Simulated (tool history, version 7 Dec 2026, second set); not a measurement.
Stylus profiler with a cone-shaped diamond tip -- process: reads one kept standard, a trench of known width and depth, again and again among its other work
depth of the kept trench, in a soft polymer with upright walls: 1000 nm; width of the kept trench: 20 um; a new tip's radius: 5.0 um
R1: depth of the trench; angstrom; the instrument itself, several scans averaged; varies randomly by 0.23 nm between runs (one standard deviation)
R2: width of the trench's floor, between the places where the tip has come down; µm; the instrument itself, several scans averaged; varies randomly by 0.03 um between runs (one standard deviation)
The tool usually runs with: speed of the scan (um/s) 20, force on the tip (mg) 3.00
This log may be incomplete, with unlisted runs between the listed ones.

{"run": 1, "hour": 0.0, "speed of the scan (um/s)": 20, "force on the tip (mg)": 3.0, "R1": 10178.3, "R2": 13.8}
{"run": 2, "hour": 12.9, "speed of the scan (um/s)": 20, "force on the tip (mg)": 1.75, "R1": 10123.5, "R2": 13.79}
{"run": 3, "hour": 30.7, "speed of the scan (um/s)": 20, "force on the tip (mg)": 1.47, "R1": 10107.5, "R2": 13.8}
{"run": 4, "hour": 43.3, "speed of the scan (um/s)": 20, "force on the tip (mg)": 1.47, "R1": 10112.4, "R2": 13.73}
{"run": 5, "hour": 56.3, "speed of the scan (um/s)": 20, "force on the tip (mg)": 1.47, "R1": 10113.3, "R2": 13.74}
{"run": 6, "hour": 74.1, "speed of the scan (um/s)": 20, "force on the tip (mg)": 3.0, "R1": 10176.5, "R2": 13.81}
{"run": 7, "hour": 92.3, "speed of the scan (um/s)": 20, "force on the tip (mg)": 3.0, "R1": 10174.2, "R2": 13.75}
{"run": 8, "hour": 110.3, "speed of the scan (um/s)": 20, "force on the tip (mg)": 3.0, "R1": 10175.8, "R2": 13.73}
{"run": 9, "hour": 127.9, "speed of the scan (um/s)": 20, "force on the tip (mg)": 2.65, "R1": 10158.4, "R2": 13.74}
{"run": 10, "hour": 137.3, "speed of the scan (um/s)": 20, "force on the tip (mg)": 2.65, "R1": 10162.0, "R2": 13.61}
{"run": 11, "hour": 150.5, "speed of the scan (um/s)": 20, "force on the tip (mg)": 7.89, "R1": 10341.3, "R2": 13.7}
{"run": 12, "hour": 165.9, "speed of the scan (um/s)": 20, "force on the tip (mg)": 7.89, "R1": 10341.4, "R2": 13.64}
{"run": 13, "hour": 181.4, "speed of the scan (um/s)": 20, "force on the tip (mg)": 7.89, "R1": 10343.5, "R2": 13.63}
{"run": 14, "hour": 197.5, "speed of the scan (um/s)": 20, "force on the tip (mg)": 7.89, "R1": 10342.5, "R2": 13.65}
{"run": 15, "hour": 214.0, "speed of the scan (um/s)": 20, "force on the tip (mg)": 7.89, "R1": 10339.3, "R2": 13.64}
{"run": 16, "hour": 223.7, "speed of the scan (um/s)": 20, "force on the tip (mg)": 3.0, "R1": 10170.5, "R2": 13.54}
{"run": 17, "hour": 242.1, "speed of the scan (um/s)": 20, "force on the tip (mg)": 3.0, "R1": 10169.2, "R2": 13.66}
{"run": 18, "hour": 254.1, "speed of the scan (um/s)": 20, "force on the tip (mg)": 3.0, "R1": 10170.4, "R2": 13.58}
{"run": 19, "hour": 264.1, "speed of the scan (um/s)": 20, "force on the tip (mg)": 3.0, "R1": 10171.3, "R2": 13.54}

What will run 20 give?
{"run": 20, "hour": 279.6, "speed of the scan (um/s)": 65, "force on the tip (mg)": 8.82, "R1": "?", "R2": "?"}

{"run 20": {"R1": 10367.0, "R2": 13.49}}
Had the tool carried no hidden state, the very same run would have given R1 10376.5 angstrom, R2 13.87 µm.
